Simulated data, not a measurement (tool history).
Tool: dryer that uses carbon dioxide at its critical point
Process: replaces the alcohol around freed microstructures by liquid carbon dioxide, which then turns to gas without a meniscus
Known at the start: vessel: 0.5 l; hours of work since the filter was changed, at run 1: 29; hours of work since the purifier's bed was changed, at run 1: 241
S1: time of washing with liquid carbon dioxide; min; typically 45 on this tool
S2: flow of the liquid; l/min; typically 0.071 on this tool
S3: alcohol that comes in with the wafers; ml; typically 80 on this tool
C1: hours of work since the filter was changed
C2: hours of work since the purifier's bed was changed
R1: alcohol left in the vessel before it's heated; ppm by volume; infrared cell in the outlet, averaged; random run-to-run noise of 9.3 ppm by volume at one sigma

run 1 hour=0.0 | S1=45 S2=0.071 S3=80 | C1=29 C2=241 | R1=607
run 2 hour=6.4 | S1=45 S2=0.071 S3=80 | C1=33 C2=244 | R1=616
run 3 hour=17.6 | S1=45 S2=0.071 S3=80 | C1=39 C2=250 | R1=628
run 4 hour=28.2 | S1=45 S2=0.071 S3=80 | C1=45 C2=256 | R1=636
run 5 hour=38.8 | S1=45 S2=0.071 S3=31 | C1=51 C2=262 | R1=293
run 6 hour=44.3 | S1=45 S2=0.071 S3=31 | C1=54 C2=266 | R1=277
run 7 hour=49.6 | S1=45 S2=0.071 S3=80 | C1=57 C2=268 | R1=630
run 8 hour=59.1 | S1=45 S2=0.071 S3=80 | C1=62 C2=274 | R1=650
run 9 hour=64.1 | S1=45 S2=0.071 S3=80 | C1=65 C2=277 | R1=665
run 10 hour=75.0 | S1=45 S2=0.071 S3=80 | C1=71 C2=283 | R1=677
run 11 hour=79.8 | S1=45 S2=0.071 S3=80 | C1=74 C2=286 | R1=660
run 12 hour=89.1 | S1=36 S2=0.071 S3=62 | C1=79 C2=291 | R1=1561
run 13 hour=94.9 | S1=36 S2=0.071 S3=62 | C1=82 C2=294 | R1=1559
run 14 hour=101.1 | S1=36 S2=0.071 S3=62 | C1=86 C2=298 | R1=1565

Run 15 is up next; what results do you expect?
run 15 hour=106.3 | S1=27 S2=0.071 S3=30 | C1=89 C2=300 | R1=?

{"run 15": {"R1": 2233}}
With no hidden state in the tool, this same run would have given R1 1939 ppm by volume.
